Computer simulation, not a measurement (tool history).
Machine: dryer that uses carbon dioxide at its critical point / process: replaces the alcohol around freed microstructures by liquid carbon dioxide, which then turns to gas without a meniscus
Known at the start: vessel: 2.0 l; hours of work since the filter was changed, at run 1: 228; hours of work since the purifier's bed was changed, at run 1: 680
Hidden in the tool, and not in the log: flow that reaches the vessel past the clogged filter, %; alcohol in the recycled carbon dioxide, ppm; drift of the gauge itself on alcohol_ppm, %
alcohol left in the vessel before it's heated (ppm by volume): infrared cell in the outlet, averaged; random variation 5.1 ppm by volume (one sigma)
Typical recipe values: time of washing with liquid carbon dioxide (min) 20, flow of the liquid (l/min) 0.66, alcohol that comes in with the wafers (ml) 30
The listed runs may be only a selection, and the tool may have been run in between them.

run	hour	time of washing with liquid carbon dioxide (min)	flow of the liquid (l/min)	alcohol that comes in with the wafers (ml)	hours of work since the filter was changed	hours of work since the purifier's bed was changed	alcohol left in the vessel before it's heated (ppm by volume)
1	0	20	0.66	30	228	680	132
2	40.5	20	0.66	30	251	703	144
3	97.1	20	0.66	30	282	734	151
# hour 103.3: inlet filter changed
4	147.5	20	0.627	30	25	762	136
5	220.9	20	0.66	30	66	803	122
6	251.9	20	0.66	30	83	820	110
7	292.1	20	0.66	30	105	842	122
8	364.2	20	0.66	30	146	883	125
9	410	29	0.66	30	171	908	42
10	471	29	0.66	29	205	942	53
11	514.9	29	0.66	29	230	967	44
12	564.1	29	0.66	29	257	994	59
# hour 613.5: inlet filter changed
13	620.5	30	0.66	30	4	1025	46
14	659	30	0.66	30	25	1046	49
15	733.7	30	0.841	30	67	1088	52
# hour 752.9: purifier's bed changed
16	771.2	30	0.841	30	86	10	13
17	843.1	20	0.66	24	126	50	68
18	881.2	20	0.66	24	148	72	77
19	911.5	20	0.66	24	165	88	87
20	944.8	24	0.66	30	183	107	39
21	982.9	24	0.66	30	204	128	55
22	1022.3	24	0.66	30	226	150	49
23	1056.5	20	0.892	30	245	169	39
24	1105.2	27	0.768	41	273	196	25
# hour 1131.7: inlet filter changed
25	1173.2	27	0.768	41	23	234	25
26	1243.8	27	0.826	42	63	273	22
27	1285.2	27	0.826	42	86	296	21
28	1349.1	27	0.826	42	121	332	20
29	1400.9	27	1.083	30	150	361	22
30	1447.1	29	0.514	20	176	387	47
31	1513.6	29	0.514	20	213	424	57
32	1569.8	13	0.576	35	244	455	1097
33	1613.3	23	0.576	45	269	479	193
# hour 1645.2: inlet filter changed
34	1648.1	23	0.802	90	2	498	47
35	1715	25	0.466	22	39	536	120
36	1762	16	1.037	37	65	562	59
37	1832.4	16	1.037	37	104	601	51
38	1900.6	16	1.037	37	142	639	68
39	1938.7	20	0.564	61	164	660	415
40	1980.5	20	0.553	118	187	684	880
41	2035.1	20	0.553	118	218	714	920
42	2070.6	20	0.504	74	237	734	892
43	2105.1	20	0.504	74	257	753	892
# hour 2158.4: inlet filter changed
44	2167.4	20	0.504	74	5	787	610
45	2233.7	20	0.44	30	42	824	458
46	2287.8	22	0.76	31	72	855	69

What if the next run were any one of these 3? Each begins from the tool's condition after run 46:
A	2357.8	18	0.568	94	111	894	?
B	2357.8	31	0.66	30	111	894	?
C	2357.8	20	1.063	30	111	894	?

run	alcohol left in the vessel before it's heated (ppm by volume)
A	899
B	53
C	46
The same runs, with their run-to-run variation unchanged, on a tool lacking any hidden condition would have given:
run	alcohol left in the vessel before it's heated (ppm by volume)
A	709
B	15
C	8
